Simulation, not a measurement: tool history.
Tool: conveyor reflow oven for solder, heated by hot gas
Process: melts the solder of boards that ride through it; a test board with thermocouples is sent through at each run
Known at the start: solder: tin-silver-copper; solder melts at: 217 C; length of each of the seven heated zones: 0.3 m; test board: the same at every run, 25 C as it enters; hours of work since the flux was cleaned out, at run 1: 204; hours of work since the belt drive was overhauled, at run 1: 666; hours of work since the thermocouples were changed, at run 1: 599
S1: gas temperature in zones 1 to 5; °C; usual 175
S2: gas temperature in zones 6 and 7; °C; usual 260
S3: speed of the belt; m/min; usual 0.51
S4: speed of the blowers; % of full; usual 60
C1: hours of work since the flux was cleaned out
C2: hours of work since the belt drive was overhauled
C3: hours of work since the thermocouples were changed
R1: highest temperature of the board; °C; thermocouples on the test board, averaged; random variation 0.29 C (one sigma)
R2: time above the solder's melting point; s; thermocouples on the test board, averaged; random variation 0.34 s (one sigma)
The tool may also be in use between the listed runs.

Run 1, hour 0: usual settings; C1 204; C2 666; C3 599. Result: R1 246.3 °C, R2 50.3 s.
At hour 29.5: flux residue cleaned out of gas plates and filters.
Run 2, hour 50.3: usual settings; C1 16; C2 701; C3 634. Result: R1 247.9 °C, R2 51.3 s.
Run 3, hour 82.1: usual settings; C1 40; C2 725; C3 658. Result: R1 248.1 °C, R2 52.1 s.
Run 4, hour 118.2: usual settings but S2 258 °C; C1 68; C2 753; C3 686. Result: R1 246.1 °C, R2 50.1 s.
Run 5, hour 145.7: usual settings but S2 258 °C, S3 0.458 m/min; C1 90; C2 774; C3 707. Result: R1 248.9 °C, R2 59.2 s.
Run 6, hour 171.3: usual settings but S1 176 °C, S2 258 °C, S3 0.458 m/min; C1 109; C2 794; C3 727. Result: R1 249.2 °C, R2 60.2 s.
Run 7, hour 192.7: usual settings but S1 176 °C, S2 258 °C, S3 0.458 m/min; C1 126; C2 810; C3 744. Result: R1 248.7 °C, R2 59.6 s.
Run 8, hour 221.7: usual settings but S1 176 °C, S2 258 °C, S3 0.495 m/min; C1 148; C2 833; C3 766. Result: R1 246.8 °C, R2 52.4 s.
Run 9, hour 251.2: usual settings but S1 176 °C, S2 258 °C, S3 0.495 m/min; C1 171; C2 855; C3 789. Result: R1 247.1 °C, R2 53.2 s.
Run 10, hour 272.6: usual settings but S3 0.444 m/min, S4 66 % of full; C1 187; C2 872; C3 805. Result: R1 252.5 °C, R2 64.5 s.
Run 11, hour 315: usual settings but S1 177 °C, S2 266 °C, S3 0.417 m/min, S4 57 % of full; C1 220; C2 904; C3 838. Result: R1 257.4 °C, R2 72.9 s.
At hour 327: flux residue cleaned out of gas plates and filters.
Run 12, hour 341.7: usual settings but S1 177 °C, S2 266 °C, S3 0.417 m/min, S4 57 % of full; C1 11; C2 921; C3 855. Result: R1 258.5 °C, R2 73.9 s.
Run 13, hour 374.1: usual settings but S1 185 °C, S2 265 °C; C1 36; C2 946; C3 880. Result: R1 255.1 °C, R2 59.4 s.
Run 14, hour 408.2: usual settings but S1 168 °C, S2 249 °C, S3 0.422 m/min; C1 63; C2 972; C3 906. Result: R1 242.6 °C, R2 56.5 s.
Run 15, hour 427.5: usual settings but S3 0.428 m/min; C1 77; C2 987; C3 921. Result: R1 253.1 °C, R2 68 s.
Run 16, hour 448.1: usual settings but S3 0.428 m/min; C1 93; C2 1003; C3 937. Result: R1 252.9 °C, R2 67.5 s.
Run 17, hour 488.3: usual settings but S1 161 °C, S2 258 °C, S3 0.53 m/min, S4 82 % of full; C1 124; C2 1034; C3 968. Result: R1 249 °C, R2 48 s.
Run 18, hour 521.7: usual settings but S4 54 % of full; C1 150; C2 1060; C3 993. Result: R1 246.5 °C, R2 50.5 s.

3 ways to go on from here, each from the tool as it stands after run 18. What would each give?
Run A, hour 544.9: usual settings but S2 254 °C, S3 0.574 m/min, S4 54 % of full; C1 168; C2 1078; C3 1011. Result: R1 ?, R2 ?.
Run B, hour 544.9: usual settings but S1 180 °C, S4 54 % of full; C1 168; C2 1078; C3 1011. Result: R1 ?, R2 ?.
Run C, hour 544.9: usual settings but S2 265 °C, S3 0.479 m/min, S4 64 % of full; C1 168; C2 1078; C3 1011. Result: R1 ?, R2 ?.

run     R1    R2
  A  237.4  35.7
  B  247.4  52.5
  C  255.7  60.7
Without the tool's hidden state the same runs would have given:
run     R1    R2
  A  235.8  33.5
  B  245.6  50.1
  C  253.9  58.5
